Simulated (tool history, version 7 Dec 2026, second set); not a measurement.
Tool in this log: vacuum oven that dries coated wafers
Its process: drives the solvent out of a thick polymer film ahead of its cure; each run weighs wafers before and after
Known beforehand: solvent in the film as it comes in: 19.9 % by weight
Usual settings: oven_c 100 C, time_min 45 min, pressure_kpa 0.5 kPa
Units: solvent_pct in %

Run 1, hour 0: usual settings. Result: solvent_pct 0.64 %.
Run 2, hour 31: usual settings. Result: solvent_pct 0.645 %.
Run 3, hour 74.3: usual settings. Result: solvent_pct 0.636 %.
At hour 91.5: oven's thermocouples calibrated.
Run 4, hour 105.2: usual settings. Result: solvent_pct 0.666 %.
Run 5, hour 127.5: usual settings. Result: solvent_pct 0.667 %.
Run 6, hour 164.8: usual settings. Result: solvent_pct 0.669 %.
Run 7, hour 205.2: usual settings but oven_c 88 C. Result: solvent_pct 3.147 %.
Run 8, hour 230.7: usual settings but oven_c 88 C, pressure_kpa 0.99 kPa. Result: solvent_pct 3.287 %.
Run 9, hour 259.5: usual settings but oven_c 88 C, pressure_kpa 1.146 kPa. Result: solvent_pct 3.329 %.
Run 10, hour 291.3: usual settings but oven_c 88 C, pressure_kpa 1.146 kPa. Result: solvent_pct 3.332 %.
Run 11, hour 321.1: usual settings but oven_c 88 C, pressure_kpa 1.146 kPa. Result: solvent_pct 3.334 %.
Run 12, hour 350.3: usual settings but oven_c 88 C, pressure_kpa 1.146 kPa. Result: solvent_pct 3.322 %.
Run 13, hour 375.6: usual settings but oven_c 88 C, time_min 37 min, pressure_kpa 1.146 kPa. Result: solvent_pct 4.337 %.
Run 14, hour 399: usual settings but oven_c 88 C, time_min 42 min, pressure_kpa 1.146 kPa. Result: solvent_pct 3.664 %.
Run 15, hour 436.9: usual settings but oven_c 104 C, time_min 42 min, pressure_kpa 0.35 kPa. Result: solvent_pct 0.394 %.
Run 16, hour 460.4: usual settings but oven_c 104 C, time_min 42 min, pressure_kpa 0.35 kPa. Result: solvent_pct 0.392 %.
Run 17, hour 480.4: usual settings but oven_c 104 C, time_min 42 min, pressure_kpa 0.35 kPa. Result: solvent_pct 0.392 %.
Run 18, hour 516.4: usual settings but oven_c 106 C, time_min 42 min, pressure_kpa 0.441 kPa. Result: solvent_pct 0.287 %.
Run 19, hour 553: usual settings but oven_c 106 C, time_min 42 min, pressure_kpa 0.441 kPa. Result: solvent_pct 0.28 %.
Run 20, hour 583.2: usual settings but oven_c 106 C, time_min 42 min, pressure_kpa 0.441 kPa. Result: solvent_pct 0.287 %.
Run 21, hour 622.6: usual settings but oven_c 101 C, time_min 52 min, pressure_kpa 0.64 kPa. Result: solvent_pct 0.405 %.
Run 22, hour 644.1: usual settings but oven_c 114 C, time_min 23 min. Result: solvent_pct 0.468 %.
Run 23, hour 669: usual settings but oven_c 93 C, time_min 26 min, pressure_kpa 0.289 kPa. Result: solvent_pct 4.367 %.

Below, each run's measurement less what the same run would have read without the hidden state. Both values contain the same run-to-run variation, but the gauge's scatter may not be the same in both:
The tool's hidden condition here consists of: true wafer temperature over the reading, C; true pressure over the reading, kPa; drift of the gauge itself on solvent_pct, %.
run  solvent_pct
  1        -0.05
  2        -0.05
  3       -0.052
  4       -0.023
  5       -0.024
  6       -0.025
  7       -0.098
  8       -0.103
  9       -0.106
 10       -0.108
 11       -0.112
 12       -0.115
 13       -0.133
 14       -0.126
 15       -0.015
 16       -0.015
 17       -0.015
 18       -0.007
 19       -0.007
 20       -0.007
 21       -0.011
 22       -0.029
 23       -0.166

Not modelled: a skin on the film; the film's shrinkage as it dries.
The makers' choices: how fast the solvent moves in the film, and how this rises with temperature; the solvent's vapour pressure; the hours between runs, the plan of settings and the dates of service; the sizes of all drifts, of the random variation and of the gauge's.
